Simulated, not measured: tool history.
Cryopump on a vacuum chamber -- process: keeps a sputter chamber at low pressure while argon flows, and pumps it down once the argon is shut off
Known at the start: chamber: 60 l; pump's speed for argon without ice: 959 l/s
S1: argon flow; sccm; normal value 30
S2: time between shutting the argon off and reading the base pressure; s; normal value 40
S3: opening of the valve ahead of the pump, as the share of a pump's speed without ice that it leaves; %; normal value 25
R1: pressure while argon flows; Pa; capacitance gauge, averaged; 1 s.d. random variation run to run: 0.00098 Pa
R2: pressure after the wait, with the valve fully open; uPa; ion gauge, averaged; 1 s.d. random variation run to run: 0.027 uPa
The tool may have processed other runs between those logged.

run	hour	S1	S2	S3	R1	R2
1	0	30	40	25	0.2143	3.65
2	28.4	30	40	25	0.2144	3.67
3	68.7	30	40	25	0.2154	3.72
4	90.7	30	40	25	0.2154	3.77
5	113	30	272	25	0.2156	3.01
6	131.7	34	272	25	0.2454	2.99
7	162.3	30	40	26	0.2074	3.81
8	187.6	30	40	26	0.2074	3.88
9	212.5	30	40	26	0.2061	3.81
10	243.2	30	40	25	0.2168	3.78
11	282.3	14	33	25	0.1008	4.01
12	303.5	30	161	25	0.2165	3.24
13	344.3	23	72	41	0.1013	3.56
14	381.9	32	64	37	0.157	3.58
15	416.3	32	64	37	0.1564	3.81
16	455.9	40	40	30	0.2394	4.18
17	479.8	40	40	30	0.2391	4.03
18	508.3	25	63	17	0.2623	3.83
19	526.1	25	63	17	0.2647	3.82

Hidden state or all else? Some run-to-run changes of R1, split into what the settings, what came in and random variation would give without the hidden state, and what is left for the hidden state (with any gauge scatter that isn't in both results):
What the log doesn't record here: pump's speed, % of a pump's without ice; cold plate's temperature, K; leak into the chamber, uPa l/s; drift of the gauge itself on working_pa, %; drift of the gauge itself on base_upa, %.
Run 10 -> 11: S1 30 -> 14, S2 40 -> 33. R1 -0.116 Pa: hidden state -0.0021, all else -0.1139.
Run 17 -> 18: S1 40 -> 25, S2 40 -> 63, S3 30 -> 17. R1 +0.0232 Pa: hidden state -0.0024, all else +0.0256.

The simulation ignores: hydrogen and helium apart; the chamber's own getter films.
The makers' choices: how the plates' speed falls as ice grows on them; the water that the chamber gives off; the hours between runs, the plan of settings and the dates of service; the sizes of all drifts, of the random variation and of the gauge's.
